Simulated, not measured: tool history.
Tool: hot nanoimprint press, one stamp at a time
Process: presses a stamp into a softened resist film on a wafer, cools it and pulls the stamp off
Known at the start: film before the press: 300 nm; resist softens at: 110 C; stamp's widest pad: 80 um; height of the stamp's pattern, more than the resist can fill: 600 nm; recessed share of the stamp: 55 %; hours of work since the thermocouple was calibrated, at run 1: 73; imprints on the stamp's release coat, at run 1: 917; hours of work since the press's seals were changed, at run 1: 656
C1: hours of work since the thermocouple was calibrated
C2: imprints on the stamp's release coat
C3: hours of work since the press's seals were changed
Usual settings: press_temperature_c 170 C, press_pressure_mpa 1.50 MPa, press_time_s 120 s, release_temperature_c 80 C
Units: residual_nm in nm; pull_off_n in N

{"run": 1, "hour": 0.0, "press_temperature_c": 170, "press_pressure_mpa": 1.5, "press_time_s": 120, "release_temperature_c": 80, "C1": 73, "C2": 917, "C3": 656, "residual_nm": 108.8, "pull_off_n": 121}
{"run": 2, "hour": 26.9, "press_temperature_c": 170, "press_pressure_mpa": 1.5, "press_time_s": 120, "release_temperature_c": 80, "C1": 89, "C2": 1027, "C3": 671, "residual_nm": 108.8, "pull_off_n": 125}
{"run": 3, "hour": 44.5, "press_temperature_c": 170, "press_pressure_mpa": 1.5, "press_time_s": 120, "release_temperature_c": 80, "C1": 99, "C2": 1100, "C3": 681, "residual_nm": 108.0, "pull_off_n": 129}
{"run": 4, "hour": 84.9, "press_temperature_c": 170, "press_pressure_mpa": 1.5, "press_time_s": 120, "release_temperature_c": 80, "C1": 122, "C2": 1265, "C3": 705, "residual_nm": 108.7, "pull_off_n": 134}
{"run": 5, "hour": 123.2, "press_temperature_c": 170, "press_pressure_mpa": 1.5, "press_time_s": 120, "release_temperature_c": 80, "C1": 145, "C2": 1422, "C3": 727, "residual_nm": 107.2, "pull_off_n": 137}
{"run": 6, "hour": 153.9, "press_temperature_c": 170, "press_pressure_mpa": 1.5, "press_time_s": 120, "release_temperature_c": 80, "C1": 162, "C2": 1548, "C3": 744, "residual_nm": 108.1, "pull_off_n": 142}
{"run": 7, "hour": 178.0, "press_temperature_c": 170, "press_pressure_mpa": 1.5, "press_time_s": 175, "release_temperature_c": 80, "C1": 176, "C2": 1647, "C3": 758, "residual_nm": 91.8, "pull_off_n": 150}
{"hour": 206.2, "done": "stamp cleaned and given a new release coat"}
{"run": 8, "hour": 224.0, "press_temperature_c": 170, "press_pressure_mpa": 1.62, "press_time_s": 120, "release_temperature_c": 80, "C1": 199, "C2": 73, "C3": 781, "residual_nm": 105.2, "pull_off_n": 92}
{"run": 9, "hour": 261.5, "press_temperature_c": 170, "press_pressure_mpa": 1.5, "press_time_s": 120, "release_temperature_c": 80, "C1": 221, "C2": 227, "C3": 803, "residual_nm": 108.8, "pull_off_n": 100}
{"run": 10, "hour": 294.1, "press_temperature_c": 170, "press_pressure_mpa": 1.08, "press_time_s": 120, "release_temperature_c": 80, "C1": 240, "C2": 360, "C3": 822, "residual_nm": 123.4, "pull_off_n": 101}
{"run": 11, "hour": 312.4, "press_temperature_c": 179, "press_pressure_mpa": 1.5, "press_time_s": 120, "release_temperature_c": 80, "C1": 250, "C2": 435, "C3": 833, "residual_nm": 58.5, "pull_off_n": 105}
{"run": 12, "hour": 333.3, "press_temperature_c": 170, "press_pressure_mpa": 1.46, "press_time_s": 120, "release_temperature_c": 80, "C1": 262, "C2": 521, "C3": 845, "residual_nm": 108.1, "pull_off_n": 105}
{"run": 13, "hour": 371.6, "press_temperature_c": 170, "press_pressure_mpa": 1.5, "press_time_s": 120, "release_temperature_c": 80, "C1": 285, "C2": 678, "C3": 867, "residual_nm": 107.1, "pull_off_n": 114}
{"run": 14, "hour": 399.5, "press_temperature_c": 170, "press_pressure_mpa": 2.07, "press_time_s": 120, "release_temperature_c": 80, "C1": 301, "C2": 792, "C3": 883, "residual_nm": 94.3, "pull_off_n": 120}
{"run": 15, "hour": 430.8, "press_temperature_c": 170, "press_pressure_mpa": 2.07, "press_time_s": 120, "release_temperature_c": 80, "C1": 319, "C2": 921, "C3": 901, "residual_nm": 93.2, "pull_off_n": 121}
{"run": 16, "hour": 472.4, "press_temperature_c": 159, "press_pressure_mpa": 2.07, "press_time_s": 120, "release_temperature_c": 82, "C1": 343, "C2": 1091, "C3": 925, "residual_nm": 194.0, "pull_off_n": 122}
{"run": 17, "hour": 509.4, "press_temperature_c": 168, "press_pressure_mpa": 1.91, "press_time_s": 120, "release_temperature_c": 70, "C1": 364, "C2": 1243, "C3": 946, "residual_nm": 110.6, "pull_off_n": 145}
{"run": 18, "hour": 535.6, "press_temperature_c": 158, "press_pressure_mpa": 1.87, "press_time_s": 81, "release_temperature_c": 80, "C1": 379, "C2": 1350, "C3": 962, "residual_nm": 228.2, "pull_off_n": 137}
{"hour": 547.3, "done": "plate thermocouple calibrated"}
{"run": 19, "hour": 575.2, "press_temperature_c": 172, "press_pressure_mpa": 1.5, "press_time_s": 120, "release_temperature_c": 68, "C1": 16, "C2": 1500, "C3": 983, "residual_nm": 97.0, "pull_off_n": 157}
{"run": 20, "hour": 596.3, "press_temperature_c": 172, "press_pressure_mpa": 1.5, "press_time_s": 75, "release_temperature_c": 67, "C1": 28, "C2": 1587, "C3": 995, "residual_nm": 121.2, "pull_off_n": 160}
{"hour": 639.7, "done": "stamp cleaned and given a new release coat"}
{"run": 21, "hour": 639.7, "press_temperature_c": 161, "press_pressure_mpa": 2.0, "press_time_s": 75, "release_temperature_c": 67, "C1": 50, "C2": 0, "C3": 1017, "residual_nm": 204.5, "pull_off_n": 105}
{"hour": 671.8, "done": "press's hydraulic seals changed and the load cell set to zero"}
{"run": 22, "hour": 688.0, "press_temperature_c": 172, "press_pressure_mpa": 2.08, "press_time_s": 157, "release_temperature_c": 68, "C1": 73, "C2": 166, "C3": 9, "residual_nm": 71.0, "pull_off_n": 109}
{"run": 23, "hour": 729.0, "press_temperature_c": 173, "press_pressure_mpa": 1.52, "press_time_s": 188, "release_temperature_c": 67, "C1": 97, "C2": 333, "C3": 33, "residual_nm": 70.4, "pull_off_n": 117}
{"run": 24, "hour": 771.7, "press_temperature_c": 160, "press_pressure_mpa": 0.97, "press_time_s": 120, "release_temperature_c": 80, "C1": 122, "C2": 508, "C3": 58, "residual_nm": 223.4, "pull_off_n": 109}
{"run": 25, "hour": 791.3, "press_temperature_c": 159, "press_pressure_mpa": 1.0, "press_time_s": 90, "release_temperature_c": 79, "C1": 133, "C2": 589, "C3": 69, "residual_nm": 245.3, "pull_off_n": 110}
{"run": 26, "hour": 818.6, "press_temperature_c": 165, "press_pressure_mpa": 1.14, "press_time_s": 131, "release_temperature_c": 79, "C1": 149, "C2": 701, "C3": 85, "residual_nm": 159.7, "pull_off_n": 112}
{"run": 27, "hour": 858.7, "press_temperature_c": 173, "press_pressure_mpa": 1.52, "press_time_s": 120, "release_temperature_c": 66, "C1": 172, "C2": 865, "C3": 108, "residual_nm": 86.3, "pull_off_n": 140}

Measured less the same run without the tool's hidden state. The same run-to-run variation is in both; the gauge's scatter may not be:
The hidden state here: true temperature over the reading, C; pressure that arrives at the usual setting, %; grip of the stamp's worn release coat, % over a new coat's; drift of the gauge itself on residual_nm, %; drift of the gauge itself on pull_off_n, %.
run=1 residual_nm=+0.9 pull_off_n=+29
run=2 residual_nm=+0.8 pull_off_n=+32
run=3 residual_nm=+0.7 pull_off_n=+35
run=4 residual_nm=+0.5 pull_off_n=+40
run=5 residual_nm=+0.3 pull_off_n=+45
run=6 residual_nm=+0.2 pull_off_n=+49
run=7 residual_nm=+0.1 pull_off_n=+54
run=8 residual_nm=+0.2 pull_off_n=+2
run=9 residual_nm=-0.2 pull_off_n=+6
run=10 residual_nm=-1.5 pull_off_n=+11
run=11 residual_nm=+0.1 pull_off_n=+13
run=12 residual_nm=-0.7 pull_off_n=+15
run=13 residual_nm=-0.8 pull_off_n=+20
run=14 residual_nm=+0.5 pull_off_n=+25
run=15 residual_nm=+0.4 pull_off_n=+28
run=16 residual_nm=-1.1 pull_off_n=+33
run=17 residual_nm=-0.5 pull_off_n=+43
run=18 residual_nm=-1.9 pull_off_n=+43
run=19 residual_nm=+4.2 pull_off_n=+55
run=20 residual_nm=+4.8 pull_off_n=+57
run=21 residual_nm=+6.8 pull_off_n=+0
run=22 residual_nm=-0.4 pull_off_n=+6
run=23 residual_nm=-0.4 pull_off_n=+12
run=24 residual_nm=-1.1 pull_off_n=+16
run=25 residual_nm=-1.0 pull_off_n=+18
run=26 residual_nm=-1.5 pull_off_n=+22
run=27 residual_nm=-1.0 pull_off_n=+31
